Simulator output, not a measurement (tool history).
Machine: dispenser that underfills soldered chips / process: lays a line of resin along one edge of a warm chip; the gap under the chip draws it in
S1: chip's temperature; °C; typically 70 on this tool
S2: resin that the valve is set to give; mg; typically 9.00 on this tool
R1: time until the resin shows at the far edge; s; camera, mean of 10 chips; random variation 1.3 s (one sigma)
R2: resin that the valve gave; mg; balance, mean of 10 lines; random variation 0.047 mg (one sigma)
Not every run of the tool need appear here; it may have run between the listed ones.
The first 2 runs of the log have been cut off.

run	hour	S1	S2	R1	R2
# hour 10.1: new syringe of resin
3	17.4	70	7.85	172.3	7.76
# hour 19.7: new syringe of resin
# hour 29.4: new syringe of resin
4	29.4	70	7.85	135.7	7.68
# hour 38.5: new syringe of resin
5	40.1	70	7.85	144.8	7.65
6	45.6	70	9.00	167.3	8.81
# hour 48.1: new syringe of resin
# hour 57.3: new syringe of resin
7	58.1	60	9.00	194.8	8.80
# hour 63.1: dispensing valve cleaned and set on the balance
# hour 67.6: new syringe of resin
8	71.0	60	9.00	211.4	8.92
# hour 77.3: new syringe of resin
9	81.2	56	9.00	245.6	8.94
# hour 87.4: new syringe of resin
10	88.4	70	9.00	133.3	8.92
# hour 97.2: new syringe of resin
11	99.8	70	9.00	141.4	8.91
# hour 106.3: new syringe of resin
12	107.1	70	9.00	130.6	8.86
13	114.7	70	11.62	166.9	11.42
# hour 115.8: new syringe of resin
14	123.6	80	9.00	118.9	8.79
# hour 125.0: new syringe of resin
15	133.1	80	9.00	116.7	8.74
# hour 134.5: new syringe of resin
# hour 139.8: dispensing valve cleaned and set on the balance
16	143.1	81	9.00	110.9	8.93
# hour 145.2: new syringe of resin
17	149.3	81	9.00	98.9	8.95
# hour 154.8: new syringe of resin
18	156.0	81	9.37	87.6	9.32
19	163.1	71	9.65	160.6	9.57
# hour 164.5: new syringe of resin
# hour 173.7: new syringe of resin
20	174.4	65	8.47	158.6	8.30
21	180.2	67	8.91	176.7	8.71
# hour 183.2: new syringe of resin
22	186.8	64	9.00	180.0	8.90
# hour 192.3: new syringe of resin
23	198.8	57	8.78	262.9	8.64
# hour 202.1: new syringe of resin
24	204.6	55	9.36	244.9	9.09
# hour 211.3: new syringe of resin
25	212.5	64	9.36	169.5	9.13
# hour 216.6: dispensing valve cleaned and set on the balance
# hour 221.6: new syringe of resin
26	221.6	64	9.36	155.2	9.30

Run 27 has not been measured yet. What should we expect?
27	229.3	55	8.86	?	?

R1: 285.2 s
R2: 8.83 mg
On a tool with no hidden condition, and with the same random variation, this run would have come out at R1 231.1 s, R2 8.87 mg.
